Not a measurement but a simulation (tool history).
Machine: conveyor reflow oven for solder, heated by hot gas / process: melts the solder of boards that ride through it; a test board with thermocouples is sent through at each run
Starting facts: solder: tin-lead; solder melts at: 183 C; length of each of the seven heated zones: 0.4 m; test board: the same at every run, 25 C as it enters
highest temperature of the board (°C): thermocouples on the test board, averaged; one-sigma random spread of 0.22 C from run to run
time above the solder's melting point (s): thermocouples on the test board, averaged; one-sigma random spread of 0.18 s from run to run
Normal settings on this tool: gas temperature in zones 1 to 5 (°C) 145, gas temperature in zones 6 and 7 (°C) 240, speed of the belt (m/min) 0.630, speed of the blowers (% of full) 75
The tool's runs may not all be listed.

| run | day | gas temperature in zones 1 to 5 (°C) | gas temperature in zones 6 and 7 (°C) | speed of the belt (m/min) | speed of the blowers (% of full) | highest temperature of the board (°C) | time above the solder's melting point (s) |
|---|---|---|---|---|---|---|---|
| 1 | 0.000 | 145 | 240 | 0.630 | 75 | 220.4 | 60.9 |
| 2 | 2.642 | 145 | 240 | 0.538 | 75 | 225.3 | 76.5 |
| 3 | 4.375 | 145 | 255 | 0.630 | 75 | 233.4 | 68.6 |
| 4 | 6.067 | 145 | 240 | 0.630 | 75 | 220.3 | 61.2 |
| 5 | 8.658 | 145 | 240 | 0.630 | 75 | 220.5 | 61.0 |
| 6 | 11.283 | 145 | 240 | 0.630 | 75 | 220.0 | 60.8 |
|  | 12.617 | flux residue cleaned out of gas plates and filters |
| 7 | 14.304 | 145 | 240 | 0.630 | 75 | 220.3 | 61.4 |
| 8 | 15.779 | 145 | 240 | 0.630 | 75 | 220.3 | 61.0 |
| 9 | 17.712 | 145 | 240 | 0.630 | 50 | 210.2 | 50.9 |
| 10 | 20.417 | 145 | 240 | 0.630 | 50 | 210.4 | 50.7 |
| 11 | 23.162 | 145 | 240 | 0.536 | 50 | 216.6 | 68.3 |
| 12 | 25.079 | 145 | 240 | 0.536 | 50 | 217.0 | 68.4 |
|  | 26.546 | flux residue cleaned out of gas plates and filters |
| 13 | 26.771 | 145 | 240 | 0.590 | 75 | 222.6 | 66.9 |
| 14 | 29.183 | 145 | 240 | 0.590 | 75 | 222.7 | 67.4 |
| 15 | 32.083 | 145 | 249 | 0.618 | 75 | 228.6 | 67.5 |
| 16 | 35.021 | 145 | 249 | 0.618 | 75 | 228.9 | 68.3 |
| 17 | 36.554 | 145 | 249 | 0.618 | 75 | 228.8 | 68.2 |
|  | 37.333 | thermocouples of zones 6 and 7 changed |
|  | 38.042 | belt drive overhauled, speed set with a stopwatch |
| 18 | 38.738 | 134 | 249 | 0.618 | 69 | 223.9 | 60.8 |
|  | 40.621 | flux residue cleaned out of gas plates and filters |
| 19 | 40.654 | 145 | 240 | 0.721 | 81 | 217.1 | 51.1 |
| 20 | 43.008 | 145 | 243 | 0.721 | 81 | 219.5 | 52.6 |
| 21 | 44.658 | 145 | 253 | 0.714 | 76 | 226.4 | 57.1 |
| 22 | 46.808 | 141 | 237 | 0.714 | 67 | 209.6 | 43.1 |
| 23 | 48.125 | 145 | 248 | 0.503 | 52 | 226.7 | 82.2 |
| 24 | 50.508 | 159 | 248 | 0.503 | 52 | 229.7 | 91.4 |
| 25 | 52.000 | 138 | 240 | 0.630 | 54 | 210.5 | 48.6 |

Each row is a separate what-if for the run after 25, all from the same tool condition, not one after another. Results?
| A | 53.829 | 145 | 239 | 0.515 | 69 | ? | ? |
| B | 53.829 | 138 | 244 | 0.669 | 54 | ? | ? |
| C | 53.829 | 145 | 240 | 0.630 | 80 | ? | ? |
| D | 53.829 | 148 | 240 | 0.630 | 54 | ? | ? |

| run | highest temperature of the board (°C) | time above the solder's melting point (s) |
|---|---|---|
| A | 224.4 | 78.8 |
| B | 210.8 | 45.5 |
| C | 221.7 | 62.2 |
| D | 213.5 | 55.1 |
Without the tool's unlogged condition, the same runs would have read:
| run | highest temperature of the board (°C) | time above the solder's melting point (s) |
|---|---|---|
| A | 224.5 | 78.8 |
| B | 210.8 | 45.5 |
| C | 221.8 | 62.2 |
| D | 213.6 | 55.2 |

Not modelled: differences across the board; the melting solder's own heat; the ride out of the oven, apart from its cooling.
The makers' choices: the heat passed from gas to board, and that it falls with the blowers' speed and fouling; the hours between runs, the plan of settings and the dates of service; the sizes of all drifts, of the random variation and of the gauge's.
